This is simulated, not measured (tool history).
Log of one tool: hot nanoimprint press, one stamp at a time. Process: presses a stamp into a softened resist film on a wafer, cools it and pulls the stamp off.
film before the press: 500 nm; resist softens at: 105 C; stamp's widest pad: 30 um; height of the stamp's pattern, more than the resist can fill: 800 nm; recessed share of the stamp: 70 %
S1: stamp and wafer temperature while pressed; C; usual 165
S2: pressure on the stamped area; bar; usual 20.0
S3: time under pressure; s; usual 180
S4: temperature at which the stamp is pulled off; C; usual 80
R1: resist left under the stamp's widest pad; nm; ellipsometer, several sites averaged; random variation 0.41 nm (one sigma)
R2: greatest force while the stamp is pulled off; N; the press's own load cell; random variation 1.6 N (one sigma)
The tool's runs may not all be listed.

Run 1, day 0.000: usual settings. Result: R1 252.9 nm, R2 242 N.
At day 0.504: stamp cleaned and given a new release coat.
Run 2, day 1.858: usual settings but S3 94 s. Result: R1 307.9 nm, R2 212 N.
Run 3, day 2.929: usual settings but S1 154 C. Result: R1 341.8 nm, R2 218 N.
Run 4, day 4.683: usual settings but S1 154 C. Result: R1 341.8 nm, R2 226 N.
Run 5, day 6.283: usual settings but S1 154 C. Result: R1 343.0 nm, R2 232 N.
At day 7.238: stamp cleaned and given a new release coat.
Run 6, day 8.338: usual settings but S1 154 C. Result: R1 342.2 nm, R2 212 N.
Run 7, day 9.508: usual settings but S2 31.3 bar, S4 86 C. Result: R1 200.7 nm, R2 178 N.
Run 8, day 10.446: usual settings but S1 173 C, S2 14.0 bar, S3 111 s, S4 81 C. Result: R1 278.2 nm, R2 213 N.
At day 10.683: plate thermocouple calibrated.
Run 9, day 11.842: usual settings but S1 173 C, S2 14.0 bar, S3 111 s, S4 81 C. Result: R1 275.2 nm, R2 218 N.
Run 10, day 13.021: usual settings but S4 79 C. Result: R1 246.8 nm, R2 237 N.
At day 14.167: stamp cleaned and given a new release coat.
Run 11, day 15.029: usual settings but S1 160 C, S4 70 C. Result: R1 284.3 nm, R2 269 N.

Forecast each of these 5 alternatives for the next run:
Run A, day 15.996: usual settings but S1 167 C, S3 228 s, S4 73 C. Result: R1 ?, R2 ?.
Run B, day 15.996: usual settings but S1 160 C, S3 238 s, S4 70 C. Result: R1 ?, R2 ?.
Run C, day 15.996: usual settings but S2 29.9 bar, S3 108 s, S4 69 C. Result: R1 ?, R2 ?.
Run D, day 15.996: usual settings but S1 164 C, S3 148 s. Result: R1 ?, R2 ?.
Run E, day 15.996: usual settings but S1 169 C, S4 77 C. Result: R1 ?, R2 ?.

run     R1   R2
  A  214.4  257
  B  260.4  272
  C  240.7  278
  D  269.9  208
  E  219.6  229
Without the tool's hidden state the same runs would have given:
run     R1   R2
  A  218.3  255
  B  265.8  269
  C  242.3  275
  D  274.7  208
  E  223.3  228
